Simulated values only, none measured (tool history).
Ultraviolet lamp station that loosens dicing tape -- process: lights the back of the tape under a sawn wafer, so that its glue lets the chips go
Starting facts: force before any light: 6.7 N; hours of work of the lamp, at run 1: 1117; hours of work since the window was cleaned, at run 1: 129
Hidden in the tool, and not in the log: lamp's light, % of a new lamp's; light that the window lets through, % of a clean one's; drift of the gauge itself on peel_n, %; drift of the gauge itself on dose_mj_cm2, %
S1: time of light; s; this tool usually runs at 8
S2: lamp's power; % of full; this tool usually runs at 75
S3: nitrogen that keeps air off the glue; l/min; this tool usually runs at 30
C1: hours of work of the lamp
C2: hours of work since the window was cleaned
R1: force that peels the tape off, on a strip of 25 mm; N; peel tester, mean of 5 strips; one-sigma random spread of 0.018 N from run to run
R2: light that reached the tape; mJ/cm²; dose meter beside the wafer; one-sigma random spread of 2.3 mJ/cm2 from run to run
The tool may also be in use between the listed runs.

Run 1, day 0: usual settings; C1 1117; C2 129. Result: R1 2.133 N, R2 117 mJ/cm².
Run 2, day 1.621: usual settings; C1 1142; C2 154. Result: R1 2.256 N, R2 114 mJ/cm².
At day 2.462: lamp changed.
Run 3, day 2.725: usual settings; C1 4; C2 171. Result: R1 1.061 N, R2 194 mJ/cm².
Run 4, day 4.662: usual settings; C1 34; C2 200. Result: R1 1.052 N, R2 190 mJ/cm².
Run 5, day 7.133: usual settings; C1 72; C2 238. Result: R1 1.108 N, R2 184 mJ/cm².
Run 6, day 9.138: usual settings; C1 102; C2 269. Result: R1 1.17 N, R2 179 mJ/cm².
Run 7, day 11.1: usual settings; C1 133; C2 299. Result: R1 1.227 N, R2 176 mJ/cm².
At day 13.304: window cleaned of glue's vapour.
Run 8, day 13.304: usual settings; C1 166; C2 0. Result: R1 0.986 N, R2 200 mJ/cm².
Run 9, day 14.775: usual settings but S1 11 s; C1 189; C2 23. Result: R1 0.526 N, R2 266 mJ/cm².
Run 10, day 15.933: usual settings but S1 11 s; C1 206; C2 40. Result: R1 0.547 N, R2 267 mJ/cm².
Run 11, day 17.658: usual settings but S1 11 s; C1 233; C2 67. Result: R1 0.563 N, R2 258 mJ/cm².
Run 12, day 19.846: usual settings but S1 10 s; C1 267; C2 100. Result: R1 0.757 N, R2 231 mJ/cm².
Run 13, day 22.179: usual settings but S1 10 s; C1 302; C2 136. Result: R1 0.784 N, R2 220 mJ/cm².
Run 14, day 23.892: usual settings but S1 10 s; C1 329; C2 163. Result: R1 0.802 N, R2 218 mJ/cm².
Run 15, day 25.925: usual settings but S1 10 s; C1 360; C2 194. Result: R1 0.836 N, R2 219 mJ/cm².
Run 16, day 27.112: usual settings but S1 5 s; C1 378; C2 212. Result: R1 2.419 N, R2 106 mJ/cm².
Run 17, day 29.35: usual settings but S1 5 s; C1 412; C2 246. Result: R1 2.473 N, R2 99 mJ/cm².
Run 18, day 30.496: usual settings but S1 5 s, S2 66 % of full; C1 430; C2 264. Result: R1 2.816 N, R2 82 mJ/cm².
Run 19, day 31.571: usual settings but S1 5 s, S2 66 % of full; C1 447; C2 280. Result: R1 2.809 N, R2 85 mJ/cm².
Run 20, day 33.517: usual settings but S1 5 s, S2 69 % of full, S3 56 l/min; C1 476; C2 310. Result: R1 2.246 N, R2 86 mJ/cm².
At day 34.938: window cleaned of glue's vapour.
Run 21, day 35.571: usual settings but S1 6 s, S2 61 % of full, S3 27 l/min; C1 508; C2 10. Result: R1 2.517 N, R2 105 mJ/cm².
Run 22, day 38.008: usual settings but S1 9 s, S2 77 % of full, S3 13 l/min; C1 545; C2 47. Result: R1 1.73 N, R2 197 mJ/cm².
Run 23, day 40.4: usual settings but S1 11 s, S2 79 % of full, S3 17 l/min; C1 582; C2 84. Result: R1 1.107 N, R2 238 mJ/cm².
Run 24, day 41.883: usual settings but S1 6 s, S2 69 % of full, S3 27 l/min; C1 605; C2 107. Result: R1 2.37 N, R2 112 mJ/cm².
Run 25, day 42.908: usual settings but S1 6 s, S2 69 % of full, S3 27 l/min; C1 620; C2 122. Result: R1 2.441 N, R2 110 mJ/cm².
Run 26, day 44.929: usual settings but S1 5 s, S2 94 % of full, S3 12 l/min; C1 651; C2 153. Result: R1 3.026 N, R2 121 mJ/cm².
Run 27, day 46.562: usual settings but S2 79 % of full, S3 45 l/min; C1 676; C2 178. Result: R1 1.14 N, R2 156 mJ/cm².
Run 28, day 48.217: usual settings but S2 79 % of full, S3 45 l/min; C1 702; C2 204. Result: R1 1.189 N, R2 149 mJ/cm².
Run 29, day 49.879: usual settings but S1 7 s, S2 79 % of full, S3 42 l/min; C1 727; C2 229. Result: R1 1.561 N, R2 134 mJ/cm².
Run 30, day 51.15: usual settings but S1 4 s, S2 78 % of full, S3 20 l/min; C1 747; C2 249. Result: R1 3.621 N, R2 74 mJ/cm².
Run 31, day 52.75: usual settings but S1 4 s, S2 78 % of full, S3 20 l/min; C1 771; C2 273. Result: R1 3.615 N, R2 72 mJ/cm².
Run 32, day 54.062: usual settings but S1 6 s, S3 48 l/min; C1 792; C2 294. Result: R1 1.954 N, R2 102 mJ/cm².
Run 33, day 55.621: usual settings but S1 6 s, S2 68 % of full, S3 12 l/min; C1 815; C2 318. Result: R1 3.48 N, R2 87 mJ/cm².
At day 56.646: window cleaned of glue's vapour.
Run 34, day 57: usual settings but S1 11 s, S3 12 l/min; C1 836; C2 5. Result: R1 1.692 N, R2 205 mJ/cm².
Run 35, day 58.779: usual settings but S1 5 s, S3 58 l/min; C1 864; C2 33. Result: R1 2.179 N, R2 90 mJ/cm².
Run 36, day 60.967: usual settings but S1 10 s, S2 78 % of full, S3 33 l/min; C1 897; C2 66. Result: R1 1.044 N, R2 184 mJ/cm².
Run 37, day 63.483: usual settings but S1 14 s, S2 78 % of full, S3 27 l/min; C1 936; C2 105. Result: R1 0.682 N, R2 247 mJ/cm².
Run 38, day 65.096: usual settings but S1 14 s, S2 78 % of full, S3 27 l/min; C1 961; C2 130. Result: R1 0.719 N, R2 239 mJ/cm².

Difference, measured minus no-hidden-state, one row per run. Run-to-run variation is common to both terms; the gauge's own scatter need not be:
run      R1    R2
  1  +1.254   -94
  2  +1.356   -99
  3  +0.157   -18
  4  +0.193   -22
  5  +0.246   -27
  6  +0.297   -31
  7  +0.347   -36
  8   +0.12   -13
  9  +0.097   -25
 10  +0.111   -27
 11  +0.137   -33
 12  +0.201   -36
 13   +0.24   -41
 14  +0.268   -46
 15  +0.308   -52
 16  +0.556   -28
 17  +0.622   -30
 18  +0.668   -28
 19  +0.692   -29
 20  +0.728   -32
 21  +0.501   -24
 22  +0.503   -51
 23  +0.444   -71
 24  +0.674   -36
 25  +0.717   -38
 26   +0.79   -46
 27  +0.565   -65
 28  +0.611   -68
 29  +0.757   -64
 30   +0.95   -37
 31  +0.984   -38
 32  +0.934   -57
 33  +1.045   -54
 34  +0.725   -88
 35  +0.866   -42
 36  +0.595   -93
 37  +0.447  -138
 38  +0.483  -144

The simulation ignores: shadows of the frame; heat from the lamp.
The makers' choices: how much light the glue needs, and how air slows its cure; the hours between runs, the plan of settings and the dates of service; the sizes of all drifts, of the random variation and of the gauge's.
